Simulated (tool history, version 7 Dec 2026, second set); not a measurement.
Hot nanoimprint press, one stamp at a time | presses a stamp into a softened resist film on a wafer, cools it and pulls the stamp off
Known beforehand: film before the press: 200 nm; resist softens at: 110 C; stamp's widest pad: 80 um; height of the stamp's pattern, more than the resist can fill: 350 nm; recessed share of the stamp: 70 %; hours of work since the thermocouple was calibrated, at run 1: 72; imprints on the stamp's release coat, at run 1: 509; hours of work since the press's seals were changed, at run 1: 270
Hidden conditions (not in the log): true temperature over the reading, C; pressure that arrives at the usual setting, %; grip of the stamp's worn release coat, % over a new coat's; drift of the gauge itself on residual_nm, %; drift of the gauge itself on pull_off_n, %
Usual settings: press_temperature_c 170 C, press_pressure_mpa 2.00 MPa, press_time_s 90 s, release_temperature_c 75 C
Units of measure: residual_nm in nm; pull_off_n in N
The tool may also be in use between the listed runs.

run   hour  press_temperature_c  press_pressure_mpa  press_time_s  release_temperature_c  hours of work since the thermocouple was calibrated  imprints on the stamp's release coat  hours of work since the press's seals were changed  residual_nm  pull_off_n
  1    0.0                  170                2.00            90                     75                                                   72                                   509                                                 270        106.4         109
  2   52.4                  170                1.66            90                     75                                                  105                                   736                                                 302        114.2         113
  3  130.2                  170                1.66            90                     75                                                  153                                  1074                                                 350        114.3         111
     177.1  -- stamp cleaned and given a new release coat
  4  194.3                  170                1.66            90                     75                                                  189                                    74                                                 386        114.2         113
  5  227.7                  170                1.66            90                     75                                                  209                                   219                                                 407        114.3         111
  6  290.0                  170                1.66            90                     75                                                  248                                   489                                                 445        114.2         110
  7  343.6                  170                1.66            90                     75                                                  281                                   722                                                 479        113.8         114
  8  393.6                  170                2.00            90                     75                                                  312                                   939                                                 509        106.5         113
  9  445.7                  170                2.00            90                     75                                                  344                                  1165                                                 542        106.6         111
     470.5  -- stamp cleaned and given a new release coat
 10  485.7                  159                2.00            90                     75                                                  365                                    66                                                 563        156.6         114
 11  557.5                  170                2.00            90                     63                                                  409                                   377                                                 607        106.6         118
 12  598.4                  170                2.00            90                     63                                                  434                                   555                                                 632        106.4         120
     620.7  -- plate thermocouple calibrated
 13  644.8                  170                2.00            90                     63                                                   15                                   743                                                 659        106.5         122
 14  705.2                  170                2.00            90                     63                                                   52                                  1006                                                 696        106.4         119

Run 15 is up next; what results do you expect?
 15  743.1                  170                2.00            90                     63                                                   76                                  1170                                                 720            ?           ?

{"run 15": {"residual_nm": 106.3, "pull_off_n": 122}}
Had the tool carried no hidden state, the very same run would have given residual_nm 106.8 nm, pull_off_n 121 N.

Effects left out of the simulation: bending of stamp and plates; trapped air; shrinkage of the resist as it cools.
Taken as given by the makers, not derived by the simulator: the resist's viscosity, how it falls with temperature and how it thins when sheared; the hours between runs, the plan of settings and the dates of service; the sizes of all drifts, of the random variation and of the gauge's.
